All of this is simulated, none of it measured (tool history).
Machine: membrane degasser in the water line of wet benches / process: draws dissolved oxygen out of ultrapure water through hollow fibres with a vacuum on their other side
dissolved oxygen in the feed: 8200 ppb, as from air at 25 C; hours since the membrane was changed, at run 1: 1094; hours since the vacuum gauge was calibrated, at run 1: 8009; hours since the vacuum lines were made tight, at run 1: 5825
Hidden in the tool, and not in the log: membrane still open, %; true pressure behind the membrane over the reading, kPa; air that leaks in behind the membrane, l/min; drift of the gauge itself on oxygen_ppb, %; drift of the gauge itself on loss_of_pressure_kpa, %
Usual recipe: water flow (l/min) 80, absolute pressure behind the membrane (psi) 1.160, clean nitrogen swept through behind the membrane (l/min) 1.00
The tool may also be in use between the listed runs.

run   hour  water flow (l/min)  absolute pressure behind the membrane (psi)  clean nitrogen swept through behind the membrane (l/min)  hours since the membrane was changed  hours since the vacuum gauge was calibrated  hours since the vacuum lines were made tight  dissolved oxygen in the water behind the degasser (ppb)  pressure that the water loses in the fibres (psi)
  1    0.0                  80                                        1.160                                                      1.00                                  1094                                         8009                                          5825                                                    653.0                                              9.741
  2   33.0                  80                                        1.160                                                      1.00                                  1127                                         8042                                          5858                                                    652.1                                              9.729
  3   55.0                  80                                        1.160                                                      1.00                                  1149                                         8064                                          5880                                                    652.3                                              9.784
  4  108.3                  80                                        0.744                                                      1.00                                  1203                                         8117                                          5933                                                    300.9                                              9.762
  5  156.6                  80                                        0.744                                                      1.00                                  1251                                         8165                                          5982                                                    300.9                                              9.778
     186.6  -- vacuum gauge calibrated
  6  197.6                  80                                        0.744                                                      1.00                                  1291                                           11                                          6022                                                    281.9                                              9.670
  7  240.9                  80                                        0.744                                                      1.00                                  1335                                           54                                          6066                                                    283.3                                              9.745
  8  264.9                  80                                        1.160                                                      1.00                                  1359                                           78                                          6090                                                    635.1                                              9.762
  9  298.3                  80                                        1.160                                                      1.00                                  1392                                          112                                          6123                                                    634.1                                              9.762
 10  346.6                  80                                        1.160                                                      1.00                                  1440                                          160                                          6171                                                    634.4                                              9.732
 11  389.7                  80                                        1.160                                                      1.00                                  1483                                          203                                          6214                                                    631.3                                              9.699
 12  429.4                  80                                        0.854                                                      1.00                                  1523                                          243                                          6254                                                    378.6                                              9.748
 13  471.2                  95                                        1.313                                                      1.00                                  1565                                          285                                          6296                                                    862.6                                             11.629
 14  509.5                  63                                        1.160                                                      0.42                                  1603                                          323                                          6334                                                    876.1                                              7.662
 15  533.0                  63                                        1.160                                                      0.42                                  1627                                          346                                          6358                                                    877.1                                              7.684
 16  567.9                  80                                        1.620                                                      0.90                                  1662                                          381                                          6393                                                   1066.8                                              9.762
 17  621.1                  57                                        1.620                                                      1.85                                  1715                                          435                                          6446                                                    499.4                                              6.947
 18  647.3                  75                                        1.014                                                      1.58                                  1741                                          461                                          6472                                                    360.3                                              9.181
 19  680.3                 117                                        1.067                                                      1.23                                  1774                                          494                                          6505                                                    686.4                                             14.304
 20  705.6                  80                                        1.447                                                      0.65                                  1799                                          519                                          6530                                                   1109.8                                              9.718
 21  753.5                  64                                        0.872                                                      0.44                                  1847                                          567                                          6578                                                    526.4                                              7.823
 22  804.3                  64                                        0.872                                                      0.44                                  1898                                          618                                          6629                                                    526.3                                              7.793
 23  831.4                  57                                        0.872                                                      0.84                                  1925                                          645                                          6656                                                    333.0                                              6.949
 24  855.2                  80                                        1.964                                                      2.03                                  1949                                          669                                          6680                                                    786.4                                              9.813

Consider 4 possible next runs. They are alternatives, not a sequence: every one starts from the tool as it was left by run 24. What does each give?
  A  891.7                  56                                        2.757                                                      0.63                                  1985                                          705                                          6716                                                        ?                                                  ?
  B  891.7                 123                                        2.593                                                      2.03                                  1985                                          705                                          6716                                                        ?                                                  ?
  C  891.7                  77                                        2.129                                                      1.52                                  1985                                          705                                          6716                                                        ?                                                  ?
  D  891.7                  74                                        1.160                                                      2.24                                  1985                                          705                                          6716                                                        ?                                                  ?

run  dissolved oxygen in the water behind the degasser (ppb)  pressure that the water loses in the fibres (psi)
  A                                                   1894.6                                              6.852
  B                                                   1494.5                                             14.959
  C                                                   1020.0                                              9.378
  D                                                    343.5                                              9.056
Had the tool no hidden state, the same runs would have come out as:
run  dissolved oxygen in the water behind the degasser (ppb)  pressure that the water loses in the fibres (psi)
  A                                                   1900.2                                              6.820
  B                                                   1491.7                                             14.890
  C                                                   1017.9                                              9.333
  D                                                    340.9                                              9.014
